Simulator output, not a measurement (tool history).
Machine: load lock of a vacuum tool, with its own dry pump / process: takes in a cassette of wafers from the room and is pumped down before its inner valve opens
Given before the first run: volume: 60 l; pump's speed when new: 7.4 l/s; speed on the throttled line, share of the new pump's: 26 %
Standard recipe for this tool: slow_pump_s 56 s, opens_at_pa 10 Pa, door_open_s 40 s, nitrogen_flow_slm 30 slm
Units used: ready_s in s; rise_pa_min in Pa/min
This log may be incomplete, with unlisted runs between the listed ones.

run,hour,slow_pump_s,opens_at_pa,door_open_s,nitrogen_flow_slm,"incoming humidity of the room's air, %",ready_s,rise_pa_min
1,0.0,56,10,40,30,43.3,117.5,0.065
2,89.3,56,10,40,30,44.7,118.9,0.061
3,238.9,56,10,40,30,44.8,118.4,0.059
4,429.5,56,10,40,30,44.3,118.8,0.065
5,549.0,56,10,40,30,42.8,119.0,0.063
6,664.6,56,10,40,30,47.0,120.0,0.069
7,758.4,56,10,40,30,47.3,119.6,0.062
8,847.1,56,10,40,30,43.7,119.0,0.068
9,1032.6,56,10,40,30,46.1,120.1,0.068
10,1164.9,56,10,40,30,48.6,118.6,0.070
11,1331.0,56,10,40,30,44.9,119.5,0.070
12,1526.3,56,10,40,30,41.4,119.6,0.063
13,1732.7,56,10,40,30,46.5,120.3,0.064
14,1826.6,56,10,40,30,41.9,118.3,0.062
15,1979.9,56,10,40,30,47.8,119.9,0.069
16,2155.4,81,10,40,30,46.3,138.3,0.072
17,2268.8,81,10,40,11,45.5,138.6,0.074
18,2446.6,81,10,40,11,46.1,137.5,0.077
19,2546.5,81,10,129,11,44.1,138.3,0.091
20,2722.4,56,13,44,41,44.6,119.1,0.074
21,2928.3,53,14,44,32,44.9,114.6,0.076
22,3104.3,53,14,44,32,44.0,115.7,0.080
23,3235.3,105,14,183,19,45.1,154.1,0.101
24,3451.1,105,14,183,19,43.0,152.2,0.098
25,3556.3,55,13,40,32,45.4,117.1,0.078
26,3678.6,55,13,40,32,43.6,117.7,0.077
27,3793.2,55,13,40,32,45.5,117.8,0.082
28,3968.5,55,13,40,32,44.4,116.9,0.082
29,4152.2,55,13,40,32,45.4,119.7,0.085
30,4291.3,75,13,99,7,43.6,132.8,0.095
31,4379.5,75,13,99,7,45.5,130.7,0.098
32,4537.5,75,13,99,7,42.9,131.8,0.095
33,4667.0,81,12,40,5,43.3,138.2,0.089
34,4800.5,81,12,51,5,47.8,136.9,0.097
35,4973.0,81,12,51,5,41.4,137.1,0.096
36,5119.0,56,14,40,30,46.8,118.7,0.085
37,5330.6,75,11,40,30,45.0,133.9,0.081
38,5519.1,37,10,40,30,45.5,108.8,0.086

What if the next run were any one of these 3? Each begins from the tool's condition after run 38:
A,5696.2,56,10,36,30,46.0,?,?
B,5696.2,56,10,86,30,45.7,?,?
C,5696.2,67,16,40,30,40.7,?,?

run,ready_s,rise_pa_min
A,121.1,0.090
B,122.1,0.089
C,125.5,0.088
With the hidden condition removed and each run's random variation left untouched, the same runs would have given:
run,ready_s,rise_pa_min
A,115.1,0.019
B,116.0,0.019
C,120.1,0.017
